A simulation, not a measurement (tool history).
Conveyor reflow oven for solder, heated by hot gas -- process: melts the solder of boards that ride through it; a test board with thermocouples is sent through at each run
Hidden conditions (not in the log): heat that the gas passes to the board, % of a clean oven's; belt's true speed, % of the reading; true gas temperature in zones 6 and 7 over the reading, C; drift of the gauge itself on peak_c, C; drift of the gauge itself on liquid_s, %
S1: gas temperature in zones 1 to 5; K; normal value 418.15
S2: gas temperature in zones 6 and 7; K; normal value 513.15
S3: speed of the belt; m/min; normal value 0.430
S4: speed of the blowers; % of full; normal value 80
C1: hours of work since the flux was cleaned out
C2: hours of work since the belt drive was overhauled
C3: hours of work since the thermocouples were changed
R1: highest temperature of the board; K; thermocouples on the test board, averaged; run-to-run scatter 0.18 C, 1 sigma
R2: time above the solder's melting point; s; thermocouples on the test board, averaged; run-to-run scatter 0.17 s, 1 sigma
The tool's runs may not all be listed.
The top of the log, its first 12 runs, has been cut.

Run 13, day 6.396: usual settings but S1 410.15 K; C1 171; C2 609; C3 326. Result: R1 496.25 K, R2 90.8 s.
Run 14, day 6.796: usual settings but S1 410.15 K; C1 175; C2 613; C3 330. Result: R1 496.25 K, R2 91.1 s.
Run 15, day 7.233: usual settings but S1 410.15 K; C1 180; C2 617; C3 334. Result: R1 495.95 K, R2 90.6 s.
Run 16, day 7.888: usual settings but S1 410.15 K; C1 186; C2 624; C3 341. Result: R1 495.85 K, R2 90.7 s.
Run 17, day 8.392: usual settings but S1 424.15 K, S3 0.348 m/min, S4 68 % of full; C1 191; C2 629; C3 346. Result: R1 502.05 K, R2 128.5 s.
Run 18, day 8.950: usual settings but S1 415.15 K; C1 197; C2 634; C3 351. Result: R1 496.75 K, R2 93.8 s.
At day 9.462: flux residue cleaned out of gas plates and filters.
Run 19, day 9.808: usual settings but S1 415.15 K; C1 3; C2 641; C3 358. Result: R1 498.75 K, R2 95.9 s.
Run 20, day 10.125: usual settings but S1 430.15 K; C1 7; C2 644; C3 361. Result: R1 500.85 K, R2 106.4 s.
Run 21, day 10.504: usual settings but S1 430.15 K; C1 10; C2 648; C3 365. Result: R1 501.15 K, R2 106.7 s.
Run 22, day 11.204: usual settings but S1 430.15 K; C1 17; C2 655; C3 372. Result: R1 500.85 K, R2 106.4 s.
Run 23, day 11.679: usual settings but S1 430.15 K, S2 511.15 K; C1 22; C2 659; C3 377. Result: R1 498.85 K, R2 105.1 s.
Run 24, day 12.208: usual settings but S3 0.492 m/min, S4 51 % of full; C1 27; C2 665; C3 382. Result: R1 487.55 K, R2 72.8 s.
Run 25, day 12.725: usual settings but S3 0.492 m/min, S4 51 % of full; C1 33; C2 670; C3 387. Result: R1 487.75 K, R2 72.8 s.
Run 26, day 13.417: usual settings but S3 0.402 m/min, S4 58 % of full; C1 40; C2 677; C3 394. Result: R1 496.75 K, R2 102.0 s.
Run 27, day 13.792: usual settings but S2 514.15 K, S3 0.504 m/min, S4 58 % of full; C1 43; C2 681; C3 398. Result: R1 489.85 K, R2 73.3 s.
Run 28, day 14.371: usual settings but S1 431.15 K, S2 514.15 K, S4 64 % of full; C1 49; C2 686; C3 403. Result: R1 499.05 K, R2 105.4 s.
Run 29, day 15.021: usual settings but S1 431.15 K, S2 514.15 K, S4 64 % of full; C1 56; C2 693; C3 410. Result: R1 498.85 K, R2 105.9 s.
Run 30, day 15.525: usual settings but S1 431.15 K, S2 514.15 K, S4 64 % of full; C1 61; C2 698; C3 415. Result: R1 498.75 K, R2 105.4 s.
Run 31, day 16.025: usual settings but S2 527.15 K, S3 0.377 m/min; C1 66; C2 703; C3 420. Result: R1 514.75 K, R2 124.5 s.
Run 32, day 16.425: usual settings but S2 523.15 K, S3 0.405 m/min; C1 70; C2 707; C3 424. Result: R1 509.15 K, R2 112.3 s.

Predict each of these 3 candidate next runs independently; none follows another, all start after run 32:
Run A, day 16.908: usual settings but S2 518.15 K, S3 0.405 m/min; C1 74; C2 712; C3 429. Result: R1 ?, R2 ?.
Run B, day 16.908: usual settings but S1 422.15 K, S3 0.408 m/min; C1 74; C2 712; C3 429. Result: R1 ?, R2 ?.
Run C, day 16.908: usual settings but S1 432.15 K; C1 74; C2 712; C3 429. Result: R1 ?, R2 ?.

run      R1     R2
  A  504.95  108.7
  B  500.45  106.7
  C  500.65  107.8
Without the tool's hidden state the same runs would have given:
run      R1     R2
  A  506.05  107.4
  B  501.55  105.4
  C  501.75  106.4
